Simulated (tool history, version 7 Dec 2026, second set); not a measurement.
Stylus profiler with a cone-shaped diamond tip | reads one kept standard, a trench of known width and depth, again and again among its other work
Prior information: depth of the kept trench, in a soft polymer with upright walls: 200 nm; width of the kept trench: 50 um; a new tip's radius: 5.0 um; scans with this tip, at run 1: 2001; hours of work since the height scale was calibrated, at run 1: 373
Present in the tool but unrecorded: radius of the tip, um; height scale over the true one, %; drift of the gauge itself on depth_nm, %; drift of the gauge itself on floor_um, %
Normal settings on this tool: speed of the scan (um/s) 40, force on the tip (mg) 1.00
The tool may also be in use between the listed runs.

| run | hour | speed of the scan (um/s) | force on the tip (mg) | scans with this tip | hours of work since the height scale was calibrated | depth of the trench (nm) | width of the trench's floor (µm) |
|---|---|---|---|---|---|---|---|
| 1 | 0.0 | 40 | 1.00 | 2001 | 373 | 201.83 | 46.87 |
| 2 | 47.6 | 40 | 2.62 | 2126 | 396 | 203.67 | 47.05 |
| 3 | 127.0 | 40 | 2.62 | 2335 | 435 | 203.72 | 47.02 |
| 4 | 169.8 | 40 | 2.62 | 2448 | 456 | 203.64 | 46.98 |
| 5 | 235.3 | 40 | 2.62 | 2620 | 488 | 203.75 | 46.98 |
| 6 | 317.3 | 40 | 1.00 | 2836 | 528 | 202.03 | 46.86 |
| 7 | 392.4 | 40 | 1.00 | 3033 | 565 | 202.39 | 46.86 |
| 8 | 485.0 | 40 | 1.00 | 3277 | 610 | 202.24 | 46.79 |
| 9 | 573.4 | 40 | 1.00 | 3509 | 654 | 202.26 | 46.81 |
| 10 | 659.4 | 40 | 0.73 | 3736 | 696 | 202.02 | 46.75 |
| 11 | 713.8 | 40 | 1.00 | 3879 | 723 | 202.30 | 46.76 |
| 12 | 771.2 | 40 | 1.00 | 4030 | 751 | 202.38 | 46.77 |
| 13 | 876.1 | 40 | 1.22 | 4305 | 802 | 202.58 | 46.86 |
| 14 | 945.1 | 40 | 1.22 | 4487 | 836 | 202.74 | 46.80 |
| 15 | 1041.5 | 40 | 1.22 | 4741 | 883 | 202.63 | 46.77 |
| 16 | 1142.3 | 40 | 1.00 | 5006 | 933 | 202.21 | 46.78 |
| 17 | 1213.9 | 40 | 0.50 | 5194 | 968 | 201.78 | 46.63 |
| 18 | 1313.3 | 40 | 1.00 | 5456 | 1016 | 202.55 | 46.78 |
| 19 | 1385.0 | 40 | 1.03 | 5644 | 1052 | 202.53 | 46.73 |
| 20 | 1488.9 | 40 | 1.00 | 5917 | 1102 | 202.60 | 46.76 |
|  | 1494.7 | height scale calibrated on a step standard |
| 21 | 1593.5 | 30 | 1.00 | 6191 | 48 | 202.89 | 46.75 |
| 22 | 1651.4 | 50 | 1.00 | 6344 | 77 | 202.88 | 46.60 |
| 23 | 1732.3 | 50 | 1.00 | 6556 | 116 | 203.14 | 46.62 |
| 24 | 1777.5 | 25 | 1.00 | 6675 | 139 | 202.94 | 46.82 |
| 25 | 1825.9 | 47 | 0.72 | 6803 | 162 | 202.69 | 46.57 |
|  | 1842.9 | height scale calibrated on a step standard, once more |
| 26 | 1891.3 | 31 | 0.41 | 6973 | 24 | 201.16 | 46.61 |
| 27 | 1969.7 | 36 | 2.24 | 7180 | 62 | 203.11 | 46.82 |
| 28 | 2017.8 | 19 | 2.21 | 7306 | 86 | 203.00 | 46.85 |
| 29 | 2104.0 | 19 | 2.21 | 7533 | 128 | 202.91 | 46.88 |
| 30 | 2202.7 | 107 | 2.22 | 7792 | 176 | 203.06 | 46.47 |
| 31 | 2251.4 | 107 | 2.22 | 7921 | 200 | 203.10 | 46.43 |
| 32 | 2355.3 | 107 | 2.22 | 8194 | 251 | 203.15 | 46.44 |
| 33 | 2461.0 | 32 | 1.82 | 8472 | 303 | 202.69 | 46.74 |
| 34 | 2550.2 | 32 | 1.82 | 8707 | 347 | 202.71 | 46.77 |
| 35 | 2614.3 | 12 | 1.82 | 8875 | 378 | 202.72 | 46.85 |
| 36 | 2684.5 | 20 | 0.47 | 9060 | 412 | 201.25 | 46.69 |
| 37 | 2728.5 | 64 | 1.10 | 9176 | 434 | 202.13 | 46.47 |
| 38 | 2774.9 | 119 | 2.59 | 9298 | 457 | 203.69 | 46.39 |
| 39 | 2828.3 | 119 | 2.59 | 9438 | 483 | 203.68 | 46.36 |
| 40 | 2905.1 | 83 | 1.49 | 9640 | 521 | 202.63 | 46.41 |
| 41 | 3004.0 | 83 | 1.49 | 9900 | 569 | 202.51 | 46.39 |
| 42 | 3103.2 | 83 | 1.49 | 10161 | 618 | 202.70 | 46.43 |
| 43 | 3159.0 | 10 | 1.00 | 10308 | 645 | 202.19 | 46.82 |
| 44 | 3259.4 | 116 | 2.66 | 10572 | 694 | 203.58 | 46.30 |
| 45 | 3325.4 | 27 | 1.34 | 10746 | 727 | 202.50 | 46.66 |

Table of differences, measured result less the result of that run with no hidden state. Run-to-run variation is the same in both. Gauge scatter possibly is not:
| run | depth of the trench (nm) | width of the trench's floor (µm) |
|---|---|---|
| 1 | +0.32 | -0.02 |
| 2 | +0.34 | -0.03 |
| 3 | +0.37 | -0.03 |
| 4 | +0.38 | -0.04 |
| 5 | +0.40 | -0.05 |
| 6 | +0.43 | -0.06 |
| 7 | +0.45 | -0.07 |
| 8 | +0.48 | -0.07 |
| 9 | +0.51 | -0.09 |
| 10 | +0.54 | -0.09 |
| 11 | +0.56 | -0.09 |
| 12 | +0.58 | -0.11 |
| 13 | +0.62 | -0.12 |
| 14 | +0.63 | -0.12 |
| 15 | +0.67 | -0.13 |
| 16 | +0.71 | -0.15 |
| 17 | +0.72 | -0.14 |
| 18 | +0.76 | -0.16 |
| 19 | +0.78 | -0.16 |
| 20 | +0.82 | -0.18 |
| 21 | +1.26 | -0.18 |
| 22 | +1.27 | -0.20 |
| 23 | +1.30 | -0.20 |
| 24 | +1.31 | -0.20 |
| 25 | +1.33 | -0.21 |
| 26 | -0.02 | -0.22 |
| 27 | +0.00 | -0.23 |
| 28 | +0.02 | -0.23 |
| 29 | +0.05 | -0.24 |
| 30 | +0.08 | -0.25 |
| 31 | +0.10 | -0.25 |
| 32 | +0.13 | -0.26 |
| 33 | +0.17 | -0.27 |
| 34 | +0.19 | -0.28 |
| 35 | +0.21 | -0.29 |
| 36 | +0.23 | -0.29 |
| 37 | +0.25 | -0.30 |
| 38 | +0.26 | -0.30 |
| 39 | +0.28 | -0.31 |
| 40 | +0.30 | -0.31 |
| 41 | +0.34 | -0.32 |
| 42 | +0.37 | -0.34 |
| 43 | +0.39 | -0.34 |
| 44 | +0.42 | -0.35 |
| 45 | +0.44 | -0.35 |

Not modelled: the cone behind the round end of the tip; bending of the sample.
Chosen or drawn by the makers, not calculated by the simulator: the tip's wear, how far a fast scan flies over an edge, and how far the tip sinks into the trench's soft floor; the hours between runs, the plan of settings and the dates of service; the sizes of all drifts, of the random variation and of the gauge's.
